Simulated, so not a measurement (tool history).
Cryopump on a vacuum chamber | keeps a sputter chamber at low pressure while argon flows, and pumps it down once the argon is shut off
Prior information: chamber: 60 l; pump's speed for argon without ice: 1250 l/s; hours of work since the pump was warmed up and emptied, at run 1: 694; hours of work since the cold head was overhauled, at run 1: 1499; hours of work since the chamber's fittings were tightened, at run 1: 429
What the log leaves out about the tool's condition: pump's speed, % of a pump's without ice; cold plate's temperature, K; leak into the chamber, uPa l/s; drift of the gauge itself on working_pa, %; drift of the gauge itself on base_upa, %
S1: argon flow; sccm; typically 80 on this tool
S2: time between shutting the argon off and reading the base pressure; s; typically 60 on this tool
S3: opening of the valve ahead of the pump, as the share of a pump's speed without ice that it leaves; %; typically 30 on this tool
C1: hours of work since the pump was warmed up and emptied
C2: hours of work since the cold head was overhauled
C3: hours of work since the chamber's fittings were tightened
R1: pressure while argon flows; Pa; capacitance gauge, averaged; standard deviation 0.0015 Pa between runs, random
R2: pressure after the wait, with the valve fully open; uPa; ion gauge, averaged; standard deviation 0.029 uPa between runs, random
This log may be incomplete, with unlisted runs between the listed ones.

run,hour,S1,S2,S3,C1,C2,C3,R1,R2
1,0.0,80,60,30,694,1499,429,0.4058,2.21
# hour 63.4: pump warmed up, emptied and cooled again
2,63.5,80,60,30,0,1530,460,0.3603,1.91
3,122.8,80,20,30,31,1561,491,0.3614,4.40
4,219.0,80,296,30,82,1611,542,0.3639,1.20
5,297.8,83,296,30,123,1653,583,0.3804,1.24
6,388.3,80,60,30,170,1700,630,0.3715,2.31
7,476.8,80,60,30,217,1747,677,0.3745,2.29
8,559.3,80,60,30,260,1790,720,0.3754,2.47
9,628.7,80,60,30,296,1826,756,0.3797,2.48
10,708.4,80,60,30,338,1868,798,0.3782,2.67
11,799.1,80,60,45,386,1916,846,0.2655,2.63
12,842.1,137,60,45,408,1938,868,0.4570,2.77
13,902.4,137,60,23,440,1970,900,0.8528,2.87
14,974.4,137,60,23,478,2007,938,0.8542,3.01
15,1036.9,64,60,30,510,2040,970,0.3174,2.98
16,1126.8,80,60,30,558,2087,1018,0.3986,3.09
17,1168.6,80,60,30,580,2109,1039,0.4005,3.08
18,1218.6,80,35,57,606,2136,1066,0.2313,4.09
19,1271.1,80,41,24,633,2163,1093,0.4973,3.84
20,1318.3,80,41,24,658,2188,1118,0.5009,3.87
21,1382.0,80,41,40,691,2221,1151,0.3210,4.02
22,1422.6,59,147,52,713,2243,1173,0.1928,2.88
# hour 1451.7: pump warmed up, emptied and cooled again
23,1519.5,50,164,23,36,2291,1221,0.2962,2.18
24,1585.9,142,32,36,70,2326,1256,0.5406,4.07
25,1676.7,142,262,16,118,2373,1303,1.2087,2.15
26,1730.6,79,60,30,146,2401,1332,0.3658,3.12
27,1812.4,87,287,30,189,2444,1374,0.4062,2.28
28,1871.2,138,52,34,220,2475,1405,0.5737,3.43
29,1917.5,38,55,34,244,2499,1430,0.1581,3.47
30,1985.3,94,60,54,280,2535,1465,0.2536,3.54
31,2026.3,81,60,30,301,2556,1487,0.3878,3.50
32,2112.6,42,60,30,347,2602,1532,0.1993,3.58
33,2180.6,47,44,43,382,2637,1568,0.1632,4.17

Consider 4 possible next runs. They are alternatives, not a sequence: every one starts from the tool as it was left by run 33. What does each give?
A,2276.3,88,49,24,432,2688,1618,?,?
B,2276.3,60,118,20,432,2688,1618,?,?
C,2276.3,53,73,45,432,2688,1618,?,?
D,2276.3,47,44,40,432,2688,1618,?,?

run,R1,R2
A,0.5223,4.11
B,0.4245,3.21
C,0.1770,3.64
D,0.1754,4.33
Had the tool no hidden state, the same runs would have come out as:
run,R1,R2
A,0.4922,1.68
B,0.4039,0.81
C,0.1587,1.21
D,0.1593,1.86

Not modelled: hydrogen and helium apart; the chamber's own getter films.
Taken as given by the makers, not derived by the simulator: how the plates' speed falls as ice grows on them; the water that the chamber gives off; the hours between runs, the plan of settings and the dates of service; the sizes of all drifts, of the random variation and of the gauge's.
